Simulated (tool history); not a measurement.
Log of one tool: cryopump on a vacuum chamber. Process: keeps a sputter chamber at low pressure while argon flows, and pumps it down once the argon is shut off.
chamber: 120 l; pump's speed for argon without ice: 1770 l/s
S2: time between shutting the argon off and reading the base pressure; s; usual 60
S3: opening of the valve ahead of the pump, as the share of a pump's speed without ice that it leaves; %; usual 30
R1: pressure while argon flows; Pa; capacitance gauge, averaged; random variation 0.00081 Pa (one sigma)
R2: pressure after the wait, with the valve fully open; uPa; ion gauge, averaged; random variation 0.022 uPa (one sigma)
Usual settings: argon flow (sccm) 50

Run 1, day 0: usual settings. Result: R1 0.1691 Pa, R2 1.02 uPa.
Run 2, day 3.412: usual settings. Result: R1 0.1699 Pa, R2 1.12 uPa.
Run 3, day 6.425: usual settings. Result: R1 0.1697 Pa, R2 1.17 uPa.
Run 4, day 8.858: usual settings. Result: R1 0.1734 Pa, R2 1.18 uPa.
Run 5, day 11.596: usual settings but S2 201 s. Result: R1 0.1744 Pa, R2 0.94 uPa.
At day 13.1: pump warmed up, emptied and cooled again.
Run 6, day 14.538: usual settings but S2 201 s. Result: R1 0.1604 Pa, R2 0.77 uPa.
Run 7, day 15.996: usual settings but S2 201 s. Result: R1 0.1612 Pa, R2 0.81 uPa.
Run 8, day 17.925: usual settings but S2 201 s. Result: R1 0.1612 Pa, R2 0.84 uPa.
Run 9, day 21.104: usual settings but S2 72 s. Result: R1 0.1624 Pa, R2 1.07 uPa.
Run 10, day 24.196: usual settings but S2 72 s. Result: R1 0.1647 Pa, R2 1.15 uPa.
Run 11, day 26.429: usual settings but S2 72 s. Result: R1 0.1641 Pa, R2 1.17 uPa.
Run 12, day 29.629: usual settings but S2 72 s. Result: R1 0.1659 Pa, R2 1.18 uPa.
Run 13, day 31.612: usual settings but S3 41 %. Result: R1 0.1217 Pa, R2 1.31 uPa.
Run 14, day 33.608: usual settings but S3 41 %. Result: R1 0.1232 Pa, R2 1.31 uPa.
Run 15, day 36.754: usual settings but S3 41 %. Result: R1 0.1254 Pa, R2 1.33 uPa.
Run 16, day 38.225: usual settings but argon flow (sccm) 67. Result: R1 0.2249 Pa, R2 1.38 uPa.
Run 17, day 39.862: usual settings but argon flow (sccm) 33. Result: R1 0.1119 Pa, R2 1.43 uPa.
Run 18, day 42.092: usual settings but argon flow (sccm) 33. Result: R1 0.1124 Pa, R2 1.46 uPa.
Run 19, day 44.721: usual settings but argon flow (sccm) 59. Result: R1 0.2027 Pa, R2 1.5 uPa.
Run 20, day 47.488: usual settings but argon flow (sccm) 59. Result: R1 0.2046 Pa, R2 1.57 uPa.
At day 48: pump warmed up, emptied and cooled again.
Run 21, day 50.429: usual settings but argon flow (sccm) 59. Result: R1 0.1901 Pa, R2 1.39 uPa.
Run 22, day 53.25: usual settings but argon flow (sccm) 45, S2 129 s, S3 17 %. Result: R1 0.2532 Pa, R2 1.16 uPa.
Run 23, day 56.604: usual settings but argon flow (sccm) 22, S2 151 s. Result: R1 0.071 Pa, R2 1.17 uPa.
Run 24, day 58.479: usual settings but argon flow (sccm) 36, S2 27 s, S3 54 %. Result: R1 0.0658 Pa, R2 1.96 uPa.
Run 25, day 59.992: usual settings but argon flow (sccm) 36, S2 57 s, S3 20 %. Result: R1 0.1741 Pa, R2 1.58 uPa.
Run 26, day 62.45: usual settings but argon flow (sccm) 36, S2 57 s, S3 20 %. Result: R1 0.176 Pa, R2 1.62 uPa.

The next listed run, before its measurement:
Run 27, day 65.158: usual settings but argon flow (sccm) 36, S2 57 s, S3 20 %. Result: R1 ?, R2 ?.

Run 27 gave R1 0.1757 Pa, R2 1.57 uPa.
Without the tool's hidden state the same run would have given R1 0.1712 Pa, R2 0.6 uPa.
